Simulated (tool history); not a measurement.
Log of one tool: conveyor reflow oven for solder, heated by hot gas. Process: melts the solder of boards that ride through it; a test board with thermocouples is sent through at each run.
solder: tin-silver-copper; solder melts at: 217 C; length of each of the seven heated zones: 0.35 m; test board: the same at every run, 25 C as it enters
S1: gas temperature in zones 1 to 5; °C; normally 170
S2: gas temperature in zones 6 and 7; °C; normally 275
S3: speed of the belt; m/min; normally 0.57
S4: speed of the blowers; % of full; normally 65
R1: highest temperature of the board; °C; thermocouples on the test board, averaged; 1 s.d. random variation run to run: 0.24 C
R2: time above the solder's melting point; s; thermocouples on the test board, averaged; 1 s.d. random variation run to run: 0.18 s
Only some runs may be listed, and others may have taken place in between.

Run 1, hour 0.0: usual settings. Result: R1 258.8 °C, R2 58.9 s.
Run 2, hour 69.0: usual settings but S2 265 °C. Result: R1 250.0 °C, R2 53.0 s.
Run 3, hour 113.5: usual settings but S2 265 °C. Result: R1 249.9 °C, R2 52.8 s.
Run 4, hour 191.5: usual settings but S2 265 °C, S4 55 % of full. Result: R1 246.8 °C, R2 49.8 s.
Run 5, hour 280.3: usual settings. Result: R1 258.0 °C, R2 58.5 s.
Run 6, hour 364.4: usual settings but S4 53 % of full. Result: R1 254.6 °C, R2 55.7 s.
Run 7, hour 410.5: usual settings but S4 53 % of full. Result: R1 254.3 °C, R2 55.5 s.
At hour 474.6: flux residue cleaned out of gas plates and filters.
Run 8, hour 489.7: usual settings but S4 53 % of full. Result: R1 258.0 °C, R2 58.4 s.
Run 9, hour 542.4: usual settings but S4 53 % of full. Result: R1 257.4 °C, R2 58.3 s.
Run 10, hour 591.4: usual settings but S4 53 % of full. Result: R1 258.3 °C, R2 58.6 s.
Run 11, hour 639.9: usual settings but S4 53 % of full. Result: R1 258.0 °C, R2 58.2 s.
Run 12, hour 721.6: usual settings. Result: R1 261.3 °C, R2 60.9 s.
Run 13, hour 811.4: usual settings but S2 277 °C. Result: R1 262.9 °C, R2 61.6 s.
Run 14, hour 852.5: usual settings. Result: R1 260.8 °C, R2 60.4 s.
Run 15, hour 921.2: usual settings. Result: R1 260.7 °C, R2 60.8 s.
Run 16, hour 974.8: usual settings but S4 87 % of full. Result: R1 264.7 °C, R2 63.4 s.

Run 17 is up next; what results do you expect?
Run 17, hour 1016.5: usual settings but S4 87 % of full. Result: R1 ?, R2 ?.

R1: 264.8 °C
R2: 63.5 s
Were there no unlogged condition in the tool, this run, its random variation unchanged, would have produced R1 265.1 °C, R2 62.7 s.

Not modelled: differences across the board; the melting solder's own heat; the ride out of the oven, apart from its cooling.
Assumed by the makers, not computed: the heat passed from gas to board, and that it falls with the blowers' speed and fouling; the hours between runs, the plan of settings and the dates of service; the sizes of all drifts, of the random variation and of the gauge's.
